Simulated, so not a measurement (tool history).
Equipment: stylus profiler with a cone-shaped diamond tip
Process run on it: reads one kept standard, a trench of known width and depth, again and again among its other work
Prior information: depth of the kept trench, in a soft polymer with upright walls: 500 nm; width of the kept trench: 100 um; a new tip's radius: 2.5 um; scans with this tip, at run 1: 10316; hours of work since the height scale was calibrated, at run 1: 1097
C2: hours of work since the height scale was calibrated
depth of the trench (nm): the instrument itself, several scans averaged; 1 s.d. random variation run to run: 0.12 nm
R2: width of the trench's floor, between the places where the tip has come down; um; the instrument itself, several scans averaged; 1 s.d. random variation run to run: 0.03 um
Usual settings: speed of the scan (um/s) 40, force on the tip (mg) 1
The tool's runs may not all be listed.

run 1 hour=0 | speed_of_the_scan_(um/s)=40 force_on_the_tip_(mg)=1 | scans_with_this_tip=10316 C2=1097 | depth_of_the_trench_(nm)=502.94 R2=95.57
run 2 hour=23.4 | speed_of_the_scan_(um/s)=40 force_on_the_tip_(mg)=1 | scans_with_this_tip=10470 C2=1113 | depth_of_the_trench_(nm)=502.61 R2=95.52
run 3 hour=53.4 | speed_of_the_scan_(um/s)=40 force_on_the_tip_(mg)=1 | scans_with_this_tip=10668 C2=1134 | depth_of_the_trench_(nm)=502.65 R2=95.47
run 4 hour=73.1 | speed_of_the_scan_(um/s)=40 force_on_the_tip_(mg)=0.37 | scans_with_this_tip=10798 C2=1148 | depth_of_the_trench_(nm)=500.82 R2=95.36
run 5 hour=97.4 | speed_of_the_scan_(um/s)=40 force_on_the_tip_(mg)=0.37 | scans_with_this_tip=10958 C2=1165 | depth_of_the_trench_(nm)=500.6 R2=95.32
run 6 hour=135.9 | speed_of_the_scan_(um/s)=40 force_on_the_tip_(mg)=0.37 | scans_with_this_tip=11212 C2=1192 | depth_of_the_trench_(nm)=500.64 R2=95.29
run 7 hour=171 | speed_of_the_scan_(um/s)=40 force_on_the_tip_(mg)=0.37 | scans_with_this_tip=11443 C2=1217 | depth_of_the_trench_(nm)=500.44 R2=95.23
run 8 hour=201 | speed_of_the_scan_(um/s)=42 force_on_the_tip_(mg)=1 | scans_with_this_tip=11641 C2=1238 | depth_of_the_trench_(nm)=502.78 R2=95.34
run 9 hour=218.4 | speed_of_the_scan_(um/s)=42 force_on_the_tip_(mg)=0.44 | scans_with_this_tip=11756 C2=1250 | depth_of_the_trench_(nm)=501.1 R2=95.19
run 10 hour=238.8 | speed_of_the_scan_(um/s)=42 force_on_the_tip_(mg)=0.44 | scans_with_this_tip=11890 C2=1264 | depth_of_the_trench_(nm)=500.87 R2=95.2
run 11 hour=269.9 | speed_of_the_scan_(um/s)=40 force_on_the_tip_(mg)=1 | scans_with_this_tip=12095 C2=1286 | depth_of_the_trench_(nm)=502.75 R2=95.35
run 12 hour=291.7 | speed_of_the_scan_(um/s)=40 force_on_the_tip_(mg)=1 | scans_with_this_tip=12239 C2=1301 | depth_of_the_trench_(nm)=502.69 R2=95.32
run 13 hour=326.7 | speed_of_the_scan_(um/s)=11 force_on_the_tip_(mg)=2.65 | scans_with_this_tip=12470 C2=1326 | depth_of_the_trench_(nm)=506.54 R2=95.5
run 14 hour=356.6 | speed_of_the_scan_(um/s)=102 force_on_the_tip_(mg)=1.7 | scans_with_this_tip=12667 C2=1347 | depth_of_the_trench_(nm)=504.3 R2=95.1
run 15 hour=376.3 | speed_of_the_scan_(um/s)=33 force_on_the_tip_(mg)=0.75 | scans_with_this_tip=12796 C2=1361 | depth_of_the_trench_(nm)=501.92 R2=95.35
run 16 hour=412.5 | speed_of_the_scan_(um/s)=14 force_on_the_tip_(mg)=1.84 | scans_with_this_tip=13035 C2=1386 | depth_of_the_trench_(nm)=504.38 R2=95.43
run 17 hour=433.7 | speed_of_the_scan_(um/s)=14 force_on_the_tip_(mg)=1.84 | scans_with_this_tip=13174 C2=1401 | depth_of_the_trench_(nm)=504.46 R2=95.44
run 18 hour=465.9 | speed_of_the_scan_(um/s)=51 force_on_the_tip_(mg)=1.17 | scans_with_this_tip=13387 C2=1424 | depth_of_the_trench_(nm)=502.93 R2=95.18
run 19 hour=491.9 | speed_of_the_scan_(um/s)=16 force_on_the_tip_(mg)=1.64 | scans_with_this_tip=13558 C2=1442 | depth_of_the_trench_(nm)=503.97 R2=95.35
run 20 hour=521.6 | speed_of_the_scan_(um/s)=81 force_on_the_tip_(mg)=1.22 | scans_with_this_tip=13754 C2=1463 | depth_of_the_trench_(nm)=502.82 R2=95
run 21 hour=540.7 | speed_of_the_scan_(um/s)=97 force_on_the_tip_(mg)=1.53 | scans_with_this_tip=13880 C2=1476 | depth_of_the_trench_(nm)=503.65 R2=94.92
run 22 hour=562.4 | speed_of_the_scan_(um/s)=97 force_on_the_tip_(mg)=1.53 | scans_with_this_tip=14023 C2=1491 | depth_of_the_trench_(nm)=503.85 R2=94.92
run 23 hour=600 | speed_of_the_scan_(um/s)=40 force_on_the_tip_(mg)=2.7 | scans_with_this_tip=14271 C2=1518 | depth_of_the_trench_(nm)=506.18 R2=95.23
run 24 hour=632.4 | speed_of_the_scan_(um/s)=40 force_on_the_tip_(mg)=2.7 | scans_with_this_tip=14484 C2=1540 | depth_of_the_trench_(nm)=506.3 R2=95.22

What if the next run were any one of these 4? Each begins from the tool's condition after run 24:
run A hour=662 | speed_of_the_scan_(um/s)=11 force_on_the_tip_(mg)=0.53 | scans_with_this_tip=14679 C2=1561 | depth_of_the_trench_(nm)=? R2=?
run B hour=662 | speed_of_the_scan_(um/s)=10 force_on_the_tip_(mg)=0.47 | scans_with_this_tip=14679 C2=1561 | depth_of_the_trench_(nm)=? R2=?
run C hour=662 | speed_of_the_scan_(um/s)=59 force_on_the_tip_(mg)=1.9 | scans_with_this_tip=14679 C2=1561 | depth_of_the_trench_(nm)=? R2=?
run D hour=662 | speed_of_the_scan_(um/s)=40 force_on_the_tip_(mg)=2.77 | scans_with_this_tip=14679 C2=1561 | depth_of_the_trench_(nm)=? R2=?

run=A depth_of_the_trench_(nm)=501.1 R2=95.26
run=B depth_of_the_trench_(nm)=500.63 R2=95.27
run=C depth_of_the_trench_(nm)=504.64 R2=95.05
run=D depth_of_the_trench_(nm)=506.53 R2=95.21
What these runs would have given with no unlogged condition in the tool:
run=A depth_of_the_trench_(nm)=502.87 R2=96.9
run=B depth_of_the_trench_(nm)=502.4 R2=96.91
run=C depth_of_the_trench_(nm)=506.43 R2=96.7
run=D depth_of_the_trench_(nm)=508.32 R2=96.86
